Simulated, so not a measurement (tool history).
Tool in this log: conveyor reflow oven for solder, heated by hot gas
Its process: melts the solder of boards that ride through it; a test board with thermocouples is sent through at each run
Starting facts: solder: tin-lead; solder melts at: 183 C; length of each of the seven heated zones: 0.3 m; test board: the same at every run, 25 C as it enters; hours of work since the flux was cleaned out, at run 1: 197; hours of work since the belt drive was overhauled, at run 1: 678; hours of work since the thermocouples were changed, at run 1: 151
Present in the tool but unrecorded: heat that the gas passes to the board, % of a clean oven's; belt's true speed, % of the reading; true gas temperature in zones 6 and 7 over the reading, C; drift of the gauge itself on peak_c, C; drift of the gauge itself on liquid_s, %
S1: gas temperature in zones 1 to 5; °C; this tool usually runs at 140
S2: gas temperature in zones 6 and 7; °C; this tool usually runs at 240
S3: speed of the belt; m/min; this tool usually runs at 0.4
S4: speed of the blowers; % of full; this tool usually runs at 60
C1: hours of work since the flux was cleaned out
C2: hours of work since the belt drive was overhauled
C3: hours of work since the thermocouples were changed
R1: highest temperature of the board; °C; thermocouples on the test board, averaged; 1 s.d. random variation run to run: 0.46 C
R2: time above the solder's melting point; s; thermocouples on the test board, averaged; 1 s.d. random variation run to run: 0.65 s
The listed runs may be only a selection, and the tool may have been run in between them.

run     day   S1   S2     S3  S4   C1    C2   C3     R1    R2
  1       0  140  240    0.4  60  197   678  151  219.2    70
  2   2.288  140  240    0.4  60  226   706  180  217.7  68.2
  3   4.025  140  240    0.4  60  247   728  202  217.7  68.8
  4   6.058  140  240    0.4  60  273   753  227  217.1  67.7
  5   8.008  140  240    0.4  60  297   778  251  217.9  66.7
  6     9.4  140  240    0.4  60  314   795  269  216.9  67.5
     11.162  -- flux residue cleaned out of gas plates and filters
  7  11.996  140  240    0.4  60   10   825  299  219.9  69.3
  8  14.371  140  240  0.416  60   40   855  328  218.4    65
  9    15.7  133  240    0.4  60   57   871  345  217.5  66.5
 10  17.079  140  240    0.4  60   74   888  362  219.9  68.6
 11  19.171  140  240    0.4  60  100   915  388  218.6  69.3
 12  21.288  140  240    0.4  60  126   941  415  218.9  70.3
 13  22.921  140  240    0.4  60  147   961  435    218  69.4
 14   24.95  140  240   0.33  60  172   987  460  223.9  91.4
 15  27.146  140  240   0.33  60  200  1014  488  224.4  89.9
 16  28.275  140  240   0.33  60  214  1028  502  224.8  90.6
 17  30.275  140  240   0.32  77  239  1053  527  227.4  97.9
 18  31.696  140  240   0.32  57  257  1071  545  223.6  93.5
 19  33.008  140  239    0.4  60  273  1087  561  216.7  66.2
 20  34.208  152  243    0.4  60  288  1102  576  221.7  77.2
     35.688  -- thermocouples of zones 6 and 7 changed
 21  35.842  152  243    0.4  60  307  1122    2  223.1  79.5
     36.154  -- belt drive overhauled, speed set with a stopwatch
     38.233  -- flux residue cleaned out of gas plates and filters
 22  38.233  152  243  0.344  60    0    23   27  230.6    98
 23  39.496  152  243  0.344  60   16    39   43  230.9  99.3
 24  40.642  152  243  0.344  60   30    53   57    230  98.9
 25  42.542  151  240  0.469  60   54    77   81  217.3    62
 26    44.1  151  240  0.469  60   73    97  100  216.4  61.3
     45.721  -- belt drive overhauled, speed set with a stopwatch, once more
 27  45.721  151  240  0.469  60   91     0  119  215.5  60.7
 28  47.612  151  240  0.469  60  115    24  142  215.6  60.4
 29  49.129  151  240  0.469  60  134    43  161  215.7  59.3
 30  50.592  127  238  0.469  75  152    61  179  213.6  49.9

How would selected steps in R1 from run to run divide? Give the signed amount a tool lacking its hidden state would still show from settings, what came in and random variation, and the signed amount left for the hidden state, including any gauge scatter that is not in both of the compared results.
Run 6 -> 7: flux residue cleaned out of gas plates and filters. R1 +3 °C: hidden state +2.3, all else +0.7.
Run 18 -> 19: S2 240 -> 239, S3 0.32 -> 0.4, S4 57 -> 60. R1 -6.9 °C: hidden state -0.4, all else -6.5.
Run 20 -> 21: thermocouples of zones 6 and 7 changed. R1 +1.4 °C: hidden state +1.1, all else +0.3.
Run 21 -> 22: S3 0.4 -> 0.344, belt drive overhauled, speed set with a stopwatch, flux residue cleaned out of gas plates and filters. R1 +7.5 °C: hidden state +2.3, all else +5.2.
Run 24 -> 25: S1 152 -> 151, S2 243 -> 240, S3 0.344 -> 0.469. R1 -12.7 °C: hidden state -0.2, all else -12.5.
